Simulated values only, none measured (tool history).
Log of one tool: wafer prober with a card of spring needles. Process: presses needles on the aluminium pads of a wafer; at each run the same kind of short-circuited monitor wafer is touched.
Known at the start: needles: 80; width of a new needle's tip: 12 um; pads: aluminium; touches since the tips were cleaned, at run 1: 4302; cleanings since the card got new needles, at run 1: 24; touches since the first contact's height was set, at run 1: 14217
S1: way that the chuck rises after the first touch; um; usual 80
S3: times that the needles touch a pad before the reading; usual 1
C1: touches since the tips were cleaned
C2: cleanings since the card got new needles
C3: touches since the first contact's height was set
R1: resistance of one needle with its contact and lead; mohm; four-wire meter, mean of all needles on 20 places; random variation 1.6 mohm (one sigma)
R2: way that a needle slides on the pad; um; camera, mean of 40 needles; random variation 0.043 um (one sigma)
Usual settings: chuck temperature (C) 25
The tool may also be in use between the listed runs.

{"run": 1, "hour": 0.0, "S1": 80, "chuck temperature (C)": 25, "S3": 1, "C1": 4302, "C2": 24, "C3": 14217, "R1": 167, "R2": 16.71}
{"hour": 5.2, "done": "tips cleaned on abrasive film"}
{"hour": 20.2, "done": "tips cleaned on abrasive film"}
{"run": 2, "hour": 20.5, "S1": 80, "chuck temperature (C)": 25, "S3": 1, "C1": 165, "C2": 26, "C3": 23398, "R1": 157, "R2": 16.69}
{"run": 3, "hour": 32.5, "S1": 80, "chuck temperature (C)": 25, "S3": 1, "C1": 5567, "C2": 26, "C3": 28800, "R1": 169, "R2": 16.74}
{"hour": 36.7, "done": "tips cleaned on abrasive film"}
{"hour": 52.4, "done": "tips cleaned on abrasive film"}
{"run": 4, "hour": 54.1, "S1": 80, "chuck temperature (C)": 25, "S3": 1, "C1": 783, "C2": 28, "C3": 38448, "R1": 155, "R2": 16.71}
{"hour": 67.5, "done": "tips cleaned on abrasive film"}
{"run": 5, "hour": 79.1, "S1": 80, "chuck temperature (C)": 25, "S3": 1, "C1": 5244, "C2": 29, "C3": 49689, "R1": 166, "R2": 16.76}
{"hour": 83.9, "done": "tips cleaned on abrasive film"}
{"hour": 99.9, "done": "tips cleaned on abrasive film"}
{"run": 6, "hour": 102.7, "S1": 80, "chuck temperature (C)": 25, "S3": 1, "C1": 1275, "C2": 31, "C3": 60255, "R1": 161, "R2": 16.57}
{"hour": 114.8, "done": "tips cleaned on abrasive film"}
{"run": 7, "hour": 117.6, "S1": 80, "chuck temperature (C)": 25, "S3": 1, "C1": 1273, "C2": 32, "C3": 66941, "R1": 158, "R2": 16.63}
{"hour": 131.2, "done": "tips cleaned on abrasive film"}
{"hour": 146.3, "done": "tips cleaned on abrasive film"}
{"run": 8, "hour": 146.3, "S1": 80, "chuck temperature (C)": 25, "S3": 1, "C1": 0, "C2": 34, "C3": 79791, "R1": 153, "R2": 16.57}
{"hour": 162.1, "done": "tips cleaned on abrasive film"}
{"run": 9, "hour": 174.8, "S1": 80, "chuck temperature (C)": 25, "S3": 1, "C1": 5713, "C2": 35, "C3": 92610, "R1": 167, "R2": 16.52}
{"hour": 177.4, "done": "tips cleaned on abrasive film"}
{"run": 10, "hour": 187.2, "S1": 80, "chuck temperature (C)": 25, "S3": 1, "C1": 4402, "C2": 36, "C3": 98163, "R1": 164, "R2": 16.47}
{"hour": 192.2, "done": "tips cleaned on abrasive film"}
{"hour": 207.0, "done": "tips cleaned on abrasive film"}
{"run": 11, "hour": 207.8, "S1": 80, "chuck temperature (C)": 25, "S3": 1, "C1": 353, "C2": 38, "C3": 107375, "R1": 157, "R2": 16.41}
{"hour": 223.1, "done": "tips cleaned on abrasive film"}
{"run": 12, "hour": 224.7, "S1": 80, "chuck temperature (C)": 25, "S3": 1, "C1": 743, "C2": 39, "C3": 114959, "R1": 160, "R2": 16.48}
{"run": 13, "hour": 236.7, "S1": 80, "chuck temperature (C)": 28, "S3": 1, "C1": 6150, "C2": 39, "C3": 120366, "R1": 168, "R2": 16.46}
{"hour": 238.9, "done": "tips cleaned on abrasive film"}
{"run": 14, "hour": 250.0, "S1": 80, "chuck temperature (C)": 28, "S3": 1, "C1": 5033, "C2": 40, "C3": 126333, "R1": 170, "R2": 16.49}
{"hour": 253.8, "done": "tips cleaned on abrasive film"}
{"run": 15, "hour": 261.8, "S1": 78, "chuck temperature (C)": 42, "S3": 2, "C1": 3650, "C2": 41, "C3": 131625, "R1": 167, "R2": 15.97}
{"hour": 269.1, "done": "tips cleaned on abrasive film"}
{"hour": 284.5, "done": "tips cleaned on abrasive film"}
{"run": 16, "hour": 288.1, "S1": 76, "chuck temperature (C)": 42, "S3": 1, "C1": 1595, "C2": 43, "C3": 143376, "R1": 162, "R2": 15.44}
{"hour": 300.8, "done": "tips cleaned on abrasive film"}
{"run": 17, "hour": 303.3, "S1": 83, "chuck temperature (C)": 47, "S3": 3, "C1": 1132, "C2": 44, "C3": 150209, "R1": 158, "R2": 17.01}
{"hour": 316.1, "done": "tips cleaned on abrasive film"}
{"run": 18, "hour": 319.0, "S1": 83, "chuck temperature (C)": 47, "S3": 3, "C1": 1306, "C2": 45, "C3": 157229, "R1": 160, "R2": 16.95}
{"hour": 330.9, "done": "tips cleaned on abrasive film"}
{"run": 19, "hour": 335.4, "S1": 83, "chuck temperature (C)": 54, "S3": 2, "C1": 2016, "C2": 46, "C3": 164589, "R1": 160, "R2": 16.91}
{"hour": 346.5, "done": "tips cleaned on abrasive film"}
{"hour": 351.0, "done": "height of the first contact set anew"}
{"run": 20, "hour": 352.2, "S1": 80, "chuck temperature (C)": 45, "S3": 3, "C1": 2452, "C2": 47, "C3": 558, "R1": 159, "R2": 16.8}
{"hour": 361.7, "done": "tips cleaned on abrasive film"}
{"hour": 378.1, "done": "tips cleaned on abrasive film"}
{"run": 21, "hour": 379.9, "S1": 63, "chuck temperature (C)": 64, "S3": 2, "C1": 800, "C2": 49, "C3": 12961, "R1": 163, "R2": 13.16}
{"hour": 393.2, "done": "tips cleaned on abrasive film"}
{"run": 22, "hour": 405.2, "S1": 80, "chuck temperature (C)": 36, "S3": 2, "C1": 5413, "C2": 50, "C3": 24337, "R1": 167, "R2": 16.72}
{"hour": 408.2, "done": "tips cleaned on abrasive film"}
{"run": 23, "hour": 418.6, "S1": 80, "chuck temperature (C)": 36, "S3": 2, "C1": 4707, "C2": 51, "C3": 30349, "R1": 162, "R2": 16.69}
{"hour": 423.3, "done": "tips cleaned on abrasive film"}
{"hour": 438.8, "done": "tips cleaned on abrasive film"}
{"run": 24, "hour": 446.6, "S1": 80, "chuck temperature (C)": 36, "S3": 2, "C1": 3521, "C2": 53, "C3": 42884, "R1": 160, "R2": 16.62}
{"hour": 454.5, "done": "tips cleaned on abrasive film"}
{"run": 25, "hour": 461.7, "S1": 80, "chuck temperature (C)": 36, "S3": 2, "C1": 3230, "C2": 54, "C3": 49647, "R1": 163, "R2": 16.64}
{"hour": 470.5, "done": "tips cleaned on abrasive film"}
{"run": 26, "hour": 475.6, "S1": 63, "chuck temperature (C)": 30, "S3": 2, "C1": 2272, "C2": 55, "C3": 55864, "R1": 159, "R2": 13.11}

Some steps in R1 between neighbouring runs. How much of each would the tool show without its hidden state too (settings, what came in, random variation), and how much is left for the hidden state, with any gauge scatter that isn't in both results?
The hidden state here: debris on the tips, nm; way that the needles fall short of the set height, um; tips' diameter, um; drift of the gauge itself on contact_mohm, %; drift of the gauge itself on scrub_um, %.
Run 2 -> 3: no setting changed, nothing entered. R1 +12 mohm: hidden state +15, all else -3.
Run 3 -> 4: tips cleaned on abrasive film, tips cleaned on abrasive film. R1 -14 mohm: hidden state -13, all else -1.
Run 8 -> 9: tips cleaned on abrasive film. R1 +14 mohm: hidden state +16, all else -2.
